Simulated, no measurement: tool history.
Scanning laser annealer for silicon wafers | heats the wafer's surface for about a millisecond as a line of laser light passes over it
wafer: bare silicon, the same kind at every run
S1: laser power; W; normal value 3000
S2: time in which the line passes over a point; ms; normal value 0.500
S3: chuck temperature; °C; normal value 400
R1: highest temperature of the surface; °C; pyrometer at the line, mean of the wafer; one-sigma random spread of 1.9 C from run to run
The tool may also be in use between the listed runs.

run     day    S1     S2   S3    R1
  1   0.000  3000  0.500  400  1209
  2   3.238  3000  0.500  400  1205
  3   5.462  3000  0.500  400  1207
  4   8.383  3000  0.367  400  1082
  5  10.442  3000  0.367  400  1083
  6  13.242  3000  0.500  392  1196
  7  15.179  3000  0.500  392  1195
     15.521  -- window over the wafer cleaned
  8  17.433  3000  0.500  392  1182
     18.704  -- optics aligned, line set to its width
  9  21.204  3000  0.500  392  1194
     22.429  -- window over the wafer cleaned, once more
 10  22.917  3000  0.500  392  1235
 11  25.312  3000  0.500  392  1239
 12  27.192  2893  0.610  370  1274
 13  28.883  2893  0.610  370  1268
 14  32.846  3000  0.432  400  1179
 15  34.892  3000  0.610  426  1360
 16  38.200  3034  0.379  426  1163
 17  41.150  3034  0.361  360  1073
 18  43.038  2756  0.500  401  1162
 19  47.021  2756  0.500  401  1163
 20  49.392  2756  0.500  401  1165
 21  51.771  3183  0.404  366  1165
 22  53.954  2838  0.544  366  1185

Branching from run 22: 3 alternative next runs. What would each branch give?
  A  57.288  3000  0.462  400   ?
  B  57.288  2838  0.359  428   ?
  C  57.288  3000  0.455  400   ?

run    R1
  A  1199
  B  1086
  C  1193
Take away the tool's hidden state, keep each run's random variation, and the runs would have read:
run    R1
  A  1211
  B  1095
  C  1204
